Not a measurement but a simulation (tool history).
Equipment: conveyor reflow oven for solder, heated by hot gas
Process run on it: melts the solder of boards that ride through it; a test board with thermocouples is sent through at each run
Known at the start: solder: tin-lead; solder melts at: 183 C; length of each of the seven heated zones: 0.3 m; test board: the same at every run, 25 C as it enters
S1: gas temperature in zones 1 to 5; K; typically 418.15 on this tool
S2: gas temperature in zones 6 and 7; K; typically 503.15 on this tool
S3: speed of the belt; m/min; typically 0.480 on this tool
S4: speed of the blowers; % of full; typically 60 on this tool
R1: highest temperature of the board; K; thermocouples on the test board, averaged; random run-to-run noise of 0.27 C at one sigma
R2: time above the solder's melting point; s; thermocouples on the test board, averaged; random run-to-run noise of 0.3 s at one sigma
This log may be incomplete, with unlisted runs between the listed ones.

run,hour,S1,S2,S3,S4,R1,R2
1,0.0,418.15,503.15,0.480,60,485.75,54.8
2,10.1,418.15,503.15,0.480,60,485.35,54.5
3,21.7,423.15,503.15,0.480,60,486.05,57.7
4,33.2,423.15,503.15,0.480,60,486.55,57.7
# hour 38.4: belt drive overhauled, speed set with a stopwatch
5,46.8,418.15,503.15,0.480,71,488.25,57.8
6,56.8,418.15,503.15,0.480,71,487.85,58.3
7,65.1,418.15,503.15,0.451,84,492.55,66.0
8,83.6,414.15,502.15,0.491,83,488.35,55.1

Estimate the outcome of run 9 from the log above:
9,99.9,411.15,512.15,0.491,60,?,?

R1: 490.55 K
R2: 54.8 s
If the tool had no hidden condition, the same run with the same run-to-run variation would have returned R1 491.85 K, R2 55.5 s.
